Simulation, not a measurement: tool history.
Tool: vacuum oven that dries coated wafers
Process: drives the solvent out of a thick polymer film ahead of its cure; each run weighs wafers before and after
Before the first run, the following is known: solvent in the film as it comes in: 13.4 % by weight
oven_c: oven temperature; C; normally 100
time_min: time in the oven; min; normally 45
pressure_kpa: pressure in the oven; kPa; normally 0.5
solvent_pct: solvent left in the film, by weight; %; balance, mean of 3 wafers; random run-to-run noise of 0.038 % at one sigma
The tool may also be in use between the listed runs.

run	hour	oven_c	time_min	pressure_kpa	solvent_pct
1	0	100	45	0.5	2.47
2	26.1	100	45	0.5	2.49
3	52	100	25	0.5	4.73
4	68.3	105	45	0.5	1.49
5	91.1	100	45	0.448	2.48
6	116.9	100	45	0.448	2.46
7	139.8	100	45	0.5	2.47
8	155.9	100	45	0.5	2.54
9	174.7	100	45	0.486	2.54
10	189.4	100	45	0.486	2.4
11	214.1	100	45	0.486	2.51
12	232.3	100	45	0.486	2.48
13	254	100	45	0.5	2.48
14	272.3	100	45	0.5	2.45
15	283.3	100	46	0.5	2.44
16	298.8	100	46	0.5	2.47
17	319.6	100	45	0.5	2.54
18	341.9	100	45	0.5	2.53
19	357.1	100	45	0.76	2.66
20	382	100	45	0.76	2.66
21	400.3	111	45	0.76	0.88
22	424.6	97	39	0.5	3.8
23	438.9	103	54	0.725	1.57
24	457.3	96	54	1.07	3.02
25	478.8	92	60	0.985	3.53
26	491.9	92	45	0.5	4.43
# hour 495.2: vacuum gauge cleaned of residue and calibrated
27	506.7	93	49	0.595	3.94
28	522.6	87	39	0.535	6.21
# hour 533.6: vacuum gauge cleaned of residue and calibrated, once more
29	537.1	100	26	0.972	4.73
30	559.9	100	26	0.844	4.68
31	574.8	114	22	0.844	2.23
32	599.7	114	22	0.844	2.23
33	625.2	89	22	0.928	7.63
34	647.9	99	49	0.449	2.36
35	660.8	101	45	0.498	2.29
36	681	97	45	0.498	3.24
37	694	97	45	0.498	3.16
38	706.5	97	45	0.498	3.03
39	731.2	100	55	1.978	2.42
40	744.7	113	45	1.978	0.96
41	763.1	113	43	1.621	0.93
42	782.9	93	43	1.621	4.63

3 options for the next run, each taken on its own from the tool as it stands now. Forecast them:
A	803.8	109	45	0.407	?
B	803.8	93	52	0.37	?
C	803.8	92	60	0.282	?

run	solvent_pct
A	0.95
B	3.42
C	3.17
The same runs, with their run-to-run variation unchanged, on a tool lacking any hidden condition would have given:
run	solvent_pct
A	0.85
B	3.24
C	2.98
